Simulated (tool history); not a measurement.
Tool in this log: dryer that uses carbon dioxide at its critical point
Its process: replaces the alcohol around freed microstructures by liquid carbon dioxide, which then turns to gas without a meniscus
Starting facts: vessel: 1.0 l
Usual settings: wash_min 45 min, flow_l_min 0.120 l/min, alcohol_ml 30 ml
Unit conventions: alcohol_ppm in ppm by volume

| run | hour | wash_min | flow_l_min | alcohol_ml | alcohol_ppm |
|---|---|---|---|---|---|
| 1 | 0.0 | 45 | 0.120 | 30 | 545 |
| 2 | 46.5 | 45 | 0.158 | 30 | 249 |
| 3 | 87.4 | 45 | 0.158 | 30 | 287 |
| 4 | 134.5 | 45 | 0.158 | 30 | 301 |
| 5 | 162.1 | 45 | 0.158 | 30 | 315 |
|  | 171.4 | inlet filter changed |
| 6 | 215.9 | 45 | 0.158 | 30 | 222 |
| 7 | 266.4 | 45 | 0.120 | 21 | 355 |
| 8 | 309.6 | 45 | 0.120 | 21 | 378 |
| 9 | 334.6 | 45 | 0.120 | 21 | 390 |
| 10 | 372.8 | 45 | 0.120 | 21 | 409 |
| 11 | 401.4 | 45 | 0.120 | 21 | 425 |
| 12 | 435.1 | 45 | 0.120 | 30 | 560 |
| 13 | 466.3 | 45 | 0.120 | 30 | 561 |
| 14 | 514.1 | 45 | 0.120 | 30 | 626 |
| 15 | 553.5 | 45 | 0.096 | 30 | 1191 |
| 16 | 597.7 | 45 | 0.120 | 30 | 658 |
| 17 | 629.9 | 45 | 0.120 | 30 | 697 |
|  | 668.8 | inlet filter changed |
| 18 | 677.6 | 45 | 0.120 | 30 | 445 |
| 19 | 718.2 | 45 | 0.120 | 30 | 478 |
| 20 | 747.2 | 45 | 0.120 | 30 | 497 |
| 21 | 783.0 | 45 | 0.120 | 30 | 509 |
| 22 | 813.1 | 45 | 0.120 | 30 | 520 |
| 23 | 853.2 | 45 | 0.090 | 30 | 1255 |
| 24 | 887.5 | 45 | 0.170 | 30 | 298 |
|  | 924.7 | purifier's bed changed |
| 25 | 934.8 | 71 | 0.149 | 105 | 25 |
| 26 | 965.7 | 68 | 0.076 | 61 | 898 |
| 27 | 1016.1 | 45 | 0.132 | 22 | 216 |
| 28 | 1044.9 | 45 | 0.132 | 22 | 225 |
| 29 | 1076.8 | 41 | 0.132 | 63 | 974 |
| 30 | 1111.7 | 41 | 0.132 | 63 | 1030 |
| 31 | 1154.3 | 50 | 0.114 | 63 | 895 |
|  | 1169.5 | inlet filter changed |
| 32 | 1198.8 | 38 | 0.137 | 38 | 443 |
| 33 | 1232.8 | 37 | 0.120 | 30 | 663 |
| 34 | 1275.3 | 50 | 0.094 | 30 | 562 |
| 35 | 1301.2 | 61 | 0.180 | 51 | 70 |
| 36 | 1333.2 | 57 | 0.133 | 30 | 110 |
| 37 | 1386.2 | 62 | 0.187 | 95 | 66 |
| 38 | 1408.4 | 56 | 0.079 | 33 | 926 |
| 39 | 1442.9 | 56 | 0.079 | 28 | 842 |
| 40 | 1485.0 | 34 | 0.120 | 30 | 1217 |
| 41 | 1532.7 | 45 | 0.141 | 23 | 237 |
| 42 | 1561.9 | 49 | 0.109 | 103 | 1714 |
| 43 | 1587.8 | 45 | 0.144 | 30 | 301 |
| 44 | 1617.8 | 45 | 0.144 | 30 | 325 |
| 45 | 1641.5 | 37 | 0.147 | 53 | 989 |
|  | 1667.4 | inlet filter changed |
| 46 | 1679.3 | 45 | 0.104 | 108 | 1726 |
| 47 | 1726.6 | 45 | 0.178 | 59 | 165 |

4 options for the next run, each taken on its own from the tool as it stands now. Forecast them:
| A | 1771.7 | 31 | 0.179 | 59 | ? |
| B | 1771.7 | 46 | 0.184 | 69 | ? |
| C | 1771.7 | 45 | 0.107 | 30 | ? |
| D | 1771.7 | 55 | 0.178 | 40 | ? |

| run | alcohol_ppm |
|---|---|
| A | 597 |
| B | 166 |
| C | 573 |
| D | 123 |
With the hidden condition removed and each run's random variation left untouched, the same runs would have given:
| run | alcohol_ppm |
|---|---|
| A | 415 |
| B | 44 |
| C | 403 |
| D | 10 |

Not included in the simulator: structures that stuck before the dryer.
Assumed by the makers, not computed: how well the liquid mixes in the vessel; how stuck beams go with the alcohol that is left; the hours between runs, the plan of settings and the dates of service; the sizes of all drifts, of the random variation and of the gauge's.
